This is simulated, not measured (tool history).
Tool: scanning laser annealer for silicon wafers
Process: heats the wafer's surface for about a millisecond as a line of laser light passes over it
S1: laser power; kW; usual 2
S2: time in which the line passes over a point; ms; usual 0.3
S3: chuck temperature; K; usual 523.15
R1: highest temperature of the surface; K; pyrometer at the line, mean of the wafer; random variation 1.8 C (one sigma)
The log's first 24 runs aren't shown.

run	hour	S1	S2	S3	R1
25	723.8	2.08	0.226	505.15	1158.15
26	759.8	1.949	0.3	523.15	1214.15
27	780.1	1.835	0.3	554.15	1194.15
28	806.7	1.8	0.3	554.15	1175.15
29	838.4	2.088	0.294	544.15	1291.15
30	856.3	2.088	0.294	544.15	1290.15
31	884.9	2.088	0.294	544.15	1289.15
32	908.8	1.911	0.234	532.15	1126.15
33	944.6	1.911	0.234	532.15	1125.15
34	968.8	1.911	0.234	532.15	1125.15
35	992.8	1.911	0.218	529.15	1102.15
36	1018.4	2	0.3	515.15	1227.15
37	1050.8	2	0.3	515.15	1226.15
38	1084.7	2	0.3	515.15	1228.15
39	1101.6	2	0.3	515.15	1224.15
40	1140.3	2.081	0.307	557.15	1314.15
41	1180.7	2.081	0.307	557.15	1317.15
42	1221.9	2.081	0.307	557.15	1313.15

Forecast each of these 3 alternatives for the next run:
A	1254.8	2.189	0.307	543.15	?
B	1254.8	1.924	0.307	557.15	?
C	1254.8	2.092	0.292	557.15	?

run	R1
A	1351.15
B	1242.15
C	1301.15
Without the tool's hidden state the same runs would have given:
run	R1
A	1352.15
B	1243.15
C	1301.15
